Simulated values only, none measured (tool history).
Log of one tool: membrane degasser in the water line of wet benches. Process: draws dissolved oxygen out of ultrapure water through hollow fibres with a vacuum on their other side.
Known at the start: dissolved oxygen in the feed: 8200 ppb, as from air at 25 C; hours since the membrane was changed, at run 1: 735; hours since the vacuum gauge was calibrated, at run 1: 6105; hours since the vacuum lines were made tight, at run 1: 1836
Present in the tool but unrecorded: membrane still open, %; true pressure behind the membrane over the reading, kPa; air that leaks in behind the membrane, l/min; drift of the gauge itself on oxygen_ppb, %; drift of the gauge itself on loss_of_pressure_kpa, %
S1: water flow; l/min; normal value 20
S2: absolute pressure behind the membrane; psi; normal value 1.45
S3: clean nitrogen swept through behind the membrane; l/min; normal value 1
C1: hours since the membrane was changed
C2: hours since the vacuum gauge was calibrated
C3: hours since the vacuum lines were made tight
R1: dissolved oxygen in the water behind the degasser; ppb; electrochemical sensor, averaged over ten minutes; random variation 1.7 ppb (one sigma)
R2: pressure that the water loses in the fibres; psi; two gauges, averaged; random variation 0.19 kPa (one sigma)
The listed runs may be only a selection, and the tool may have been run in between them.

run 1 hour=0 | S1=20 S2=1.45 S3=1 | C1=735 C2=6105 C3=1836 | R1=311.7 R2=5.583
run 2 hour=32.8 | S1=20 S2=1.45 S3=1 | C1=767 C2=6138 C3=1869 | R1=311.1 R2=5.604
run 3 hour=60.1 | S1=20 S2=1.45 S3=1 | C1=795 C2=6165 C3=1896 | R1=311.1 R2=5.591
run 4 hour=90.7 | S1=20 S2=1.45 S3=1 | C1=825 C2=6196 C3=1927 | R1=313.1 R2=5.612
run 5 hour=113.1 | S1=20 S2=1.45 S3=1 | C1=848 C2=6218 C3=1949 | R1=312.3 R2=5.63
run 6 hour=159.5 | S1=20 S2=1.45 S3=1 | C1=894 C2=6264 C3=1995 | R1=310 R2=5.567
run 7 hour=198.7 | S1=20 S2=1.45 S3=1.61 | C1=933 C2=6304 C3=2035 | R1=206.6 R2=5.609
run 8 hour=245.8 | S1=20 S2=1.45 S3=1.61 | C1=980 C2=6351 C3=2082 | R1=205 R2=5.639
run 9 hour=290.7 | S1=20 S2=1.45 S3=0.9 | C1=1025 C2=6395 C3=2127 | R1=345.2 R2=5.606
run 10 hour=323.9 | S1=20 S2=1.45 S3=0.9 | C1=1059 C2=6429 C3=2160 | R1=344.4 R2=5.643
run 11 hour=371.3 | S1=14 S2=1.45 S3=1 | C1=1106 C2=6476 C3=2207 | R1=227.9 R2=3.978
run 12 hour=410.9 | S1=14 S2=1.45 S3=1 | C1=1145 C2=6516 C3=2247 | R1=228.3 R2=3.916
-- hour=415.1 vacuum gauge calibrated
run 13 hour=431.9 | S1=14 S2=1.45 S3=1 | C1=1166 C2=17 C3=2267 | R1=232.9 R2=3.928
run 14 hour=468.8 | S1=14 S2=1.45 S3=1 | C1=1203 C2=54 C3=2304 | R1=233.6 R2=3.902
run 15 hour=505.4 | S1=14 S2=1.45 S3=1 | C1=1240 C2=90 C3=2341 | R1=234.7 R2=3.925
run 16 hour=532.5 | S1=14 S2=1.45 S3=1 | C1=1267 C2=117 C3=2368 | R1=232.4 R2=3.928
run 17 hour=561.6 | S1=14 S2=1.06 S3=0.67 | C1=1296 C2=146 C3=2397 | R1=213.8 R2=3.923
run 18 hour=593.4 | S1=20 S2=1.45 S3=1.03 | C1=1328 C2=178 C3=2429 | R1=312.3 R2=5.652
run 19 hour=634.3 | S1=21 S2=1.71 S3=0.42 | C1=1368 C2=219 C3=2470 | R1=809.1 R2=5.957
run 20 hour=673 | S1=12 S2=2.9 S3=1.2 | C1=1407 C2=258 C3=2508 | R1=399.8 R2=3.356
-- hour=680.1 vacuum gauge calibrated, once more
run 21 hour=716.5 | S1=15 S2=2.9 S3=1.2 | C1=1450 C2=36 C3=2551 | R1=467.4 R2=4.202
run 22 hour=737.8 | S1=15 S2=2.9 S3=1.2 | C1=1471 C2=58 C3=2573 | R1=465.3 R2=4.232
run 23 hour=779.4 | S1=15 S2=2.77 S3=1.2 | C1=1513 C2=99 C3=2614 | R1=442.1 R2=4.218
run 24 hour=817.8 | S1=13 S2=1.23 S3=1.74 | C1=1551 C2=138 C3=2653 | R1=95.8 R2=3.684
run 25 hour=848.5 | S1=30 S2=1.19 S3=0.63 | C1=1582 C2=168 C3=2683 | R1=465.4 R2=8.48
run 26 hour=869.7 | S1=18 S2=1.87 S3=0.87 | C1=1603 C2=190 C3=2705 | R1=426.4 R2=5.12
run 27 hour=915 | S1=14 S2=1.02 S3=2.77 | C1=1649 C2=235 C3=2750 | R1=47.5 R2=3.931
run 28 hour=960.7 | S1=14 S2=1.02 S3=2.77 | C1=1694 C2=281 C3=2796 | R1=47.6 R2=3.968
run 29 hour=991.1 | S1=14 S2=1.02 S3=2.77 | C1=1725 C2=311 C3=2826 | R1=47.2 R2=3.993
run 30 hour=1012.7 | S1=23 S2=1.45 S3=1 | C1=1746 C2=333 C3=2848 | R1=340.8 R2=6.474
run 31 hour=1044 | S1=22 S2=2.64 S3=1.26 | C1=1778 C2=364 C3=2879 | R1=566.4 R2=6.199
run 32 hour=1087 | S1=31 S2=2.6 S3=0.54 | C1=1821 C2=407 C3=2922 | R1=1390.6 R2=8.782

How would selected steps in R1 from run to run divide? Give the signed amount a tool lacking its hidden state would still show from settings, what came in and random variation, and the signed amount left for the hidden state, including any gauge scatter that is not in both of the compared results.
Run 18 -> 19: S1 20 -> 21, S2 1.45 -> 1.71, S3 1.03 -> 0.42. R1 +496.8 ppb: hidden state +21.9, all else +474.9.
Run 19 -> 20: S1 21 -> 12, S2 1.71 -> 2.9, S3 0.42 -> 1.2. R1 -409.3 ppb: hidden state -29.8, all else -379.5.
Run 20 -> 21: S1 12 -> 15, vacuum gauge calibrated, once more. R1 +67.6 ppb: hidden state -13.5, all else +81.1.
Run 31 -> 32: S1 22 -> 31, S2 2.64 -> 2.6, S3 1.26 -> 0.54. R1 +824.2 ppb: hidden state -2.1, all else +826.3.

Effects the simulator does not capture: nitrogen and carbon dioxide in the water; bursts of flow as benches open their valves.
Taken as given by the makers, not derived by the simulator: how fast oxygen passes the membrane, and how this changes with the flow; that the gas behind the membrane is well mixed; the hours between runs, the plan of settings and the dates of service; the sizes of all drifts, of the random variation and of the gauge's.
